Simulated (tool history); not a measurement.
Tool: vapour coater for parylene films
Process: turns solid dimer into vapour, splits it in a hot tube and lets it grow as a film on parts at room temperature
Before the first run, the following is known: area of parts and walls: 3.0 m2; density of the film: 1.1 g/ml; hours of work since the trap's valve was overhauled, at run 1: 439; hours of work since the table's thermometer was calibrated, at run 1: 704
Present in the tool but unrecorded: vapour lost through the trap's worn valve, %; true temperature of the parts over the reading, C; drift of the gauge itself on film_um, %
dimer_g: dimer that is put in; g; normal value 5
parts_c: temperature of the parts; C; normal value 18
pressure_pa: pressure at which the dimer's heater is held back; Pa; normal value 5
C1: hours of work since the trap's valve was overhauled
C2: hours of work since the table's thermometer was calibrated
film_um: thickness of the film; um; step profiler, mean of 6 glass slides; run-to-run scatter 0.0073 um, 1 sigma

{"run": 1, "hour": 0.0, "dimer_g": 5, "parts_c": 18, "pressure_pa": 5, "C1": 439, "C2": 704, "film_um": 1.151}
{"run": 2, "hour": 41.5, "dimer_g": 5, "parts_c": 18, "pressure_pa": 5, "C1": 457, "C2": 723, "film_um": 1.151}
{"run": 3, "hour": 76.7, "dimer_g": 5, "parts_c": 18, "pressure_pa": 5, "C1": 473, "C2": 739, "film_um": 1.149}
{"run": 4, "hour": 127.6, "dimer_g": 5, "parts_c": 18, "pressure_pa": 5, "C1": 496, "C2": 761, "film_um": 1.152}
{"run": 5, "hour": 175.4, "dimer_g": 5, "parts_c": 18, "pressure_pa": 5, "C1": 517, "C2": 783, "film_um": 1.17}
{"hour": 201.1, "done": "trap's valve overhauled"}
{"run": 6, "hour": 211.6, "dimer_g": 5, "parts_c": 18, "pressure_pa": 5, "C1": 5, "C2": 797, "film_um": 1.155}
{"run": 7, "hour": 243.7, "dimer_g": 5, "parts_c": 18, "pressure_pa": 5, "C1": 19, "C2": 812, "film_um": 1.167}
{"run": 8, "hour": 287.8, "dimer_g": 5, "parts_c": 21, "pressure_pa": 5, "C1": 39, "C2": 831, "film_um": 1.017}
{"run": 9, "hour": 318.4, "dimer_g": 5, "parts_c": 27, "pressure_pa": 5, "C1": 52, "C2": 845, "film_um": 0.802}
{"run": 10, "hour": 366.1, "dimer_g": 5, "parts_c": 19, "pressure_pa": 5, "C1": 74, "C2": 866, "film_um": 1.108}
{"run": 11, "hour": 408.0, "dimer_g": 5, "parts_c": 19, "pressure_pa": 5, "C1": 92, "C2": 885, "film_um": 1.104}
{"run": 12, "hour": 430.2, "dimer_g": 5, "parts_c": 19, "pressure_pa": 5, "C1": 102, "C2": 895, "film_um": 1.128}
{"run": 13, "hour": 461.9, "dimer_g": 5, "parts_c": 18, "pressure_pa": 5, "C1": 117, "C2": 909, "film_um": 1.155}
{"run": 14, "hour": 489.8, "dimer_g": 5, "parts_c": 29, "pressure_pa": 5, "C1": 129, "C2": 922, "film_um": 0.723}
{"run": 15, "hour": 518.0, "dimer_g": 5, "parts_c": 29, "pressure_pa": 5, "C1": 142, "C2": 934, "film_um": 0.719}
{"run": 16, "hour": 564.7, "dimer_g": 5, "parts_c": 29, "pressure_pa": 5, "C1": 163, "C2": 955, "film_um": 0.719}
{"run": 17, "hour": 611.5, "dimer_g": 5, "parts_c": 18, "pressure_pa": 5, "C1": 183, "C2": 976, "film_um": 1.167}
{"run": 18, "hour": 657.7, "dimer_g": 5, "parts_c": 14, "pressure_pa": 5.23, "C1": 204, "C2": 997, "film_um": 1.373}
{"run": 19, "hour": 704.7, "dimer_g": 5, "parts_c": 12, "pressure_pa": 4.47, "C1": 225, "C2": 1018, "film_um": 1.488}
{"run": 20, "hour": 746.7, "dimer_g": 5, "parts_c": 26, "pressure_pa": 5.67, "C1": 244, "C2": 1036, "film_um": 0.821}
{"run": 21, "hour": 773.0, "dimer_g": 4, "parts_c": 26, "pressure_pa": 2.03, "C1": 256, "C2": 1048, "film_um": 0.709}
{"run": 22, "hour": 805.3, "dimer_g": 3, "parts_c": 18, "pressure_pa": 5, "C1": 270, "C2": 1063, "film_um": 0.708}
{"run": 23, "hour": 852.1, "dimer_g": 5, "parts_c": 18, "pressure_pa": 5.72, "C1": 291, "C2": 1084, "film_um": 1.156}
{"run": 24, "hour": 879.1, "dimer_g": 5, "parts_c": 18, "pressure_pa": 5.72, "C1": 303, "C2": 1096, "film_um": 1.149}
{"run": 25, "hour": 914.2, "dimer_g": 5, "parts_c": 18, "pressure_pa": 5.72, "C1": 319, "C2": 1111, "film_um": 1.151}
{"run": 26, "hour": 957.0, "dimer_g": 3, "parts_c": 18, "pressure_pa": 5, "C1": 338, "C2": 1130, "film_um": 0.7}
{"run": 27, "hour": 996.0, "dimer_g": 8, "parts_c": 25, "pressure_pa": 7.96, "C1": 355, "C2": 1148, "film_um": 1.34}
{"run": 28, "hour": 1041.1, "dimer_g": 8, "parts_c": 18, "pressure_pa": 4.67, "C1": 376, "C2": 1168, "film_um": 1.861}
{"run": 29, "hour": 1063.5, "dimer_g": 2, "parts_c": 30, "pressure_pa": 2.87, "C1": 386, "C2": 1178, "film_um": 0.285}
{"run": 30, "hour": 1090.7, "dimer_g": 6, "parts_c": 13, "pressure_pa": 10.48, "C1": 398, "C2": 1190, "film_um": 1.646}
{"run": 31, "hour": 1114.7, "dimer_g": 5, "parts_c": 25, "pressure_pa": 2.2, "C1": 408, "C2": 1201, "film_um": 0.909}
{"run": 32, "hour": 1151.4, "dimer_g": 8, "parts_c": 12, "pressure_pa": 8.96, "C1": 425, "C2": 1217, "film_um": 2.313}
{"run": 33, "hour": 1200.8, "dimer_g": 4, "parts_c": 18, "pressure_pa": 3.53, "C1": 447, "C2": 1239, "film_um": 0.945}

What differs in the tool's unlogged condition from the final listed run ahead of each entry between runs to the first listed run following it?
From run 5 to run 6: trap's valve overhauled (hour 201.1)
  vapour lost through the trap's worn valve, %: 0.4 -> 0
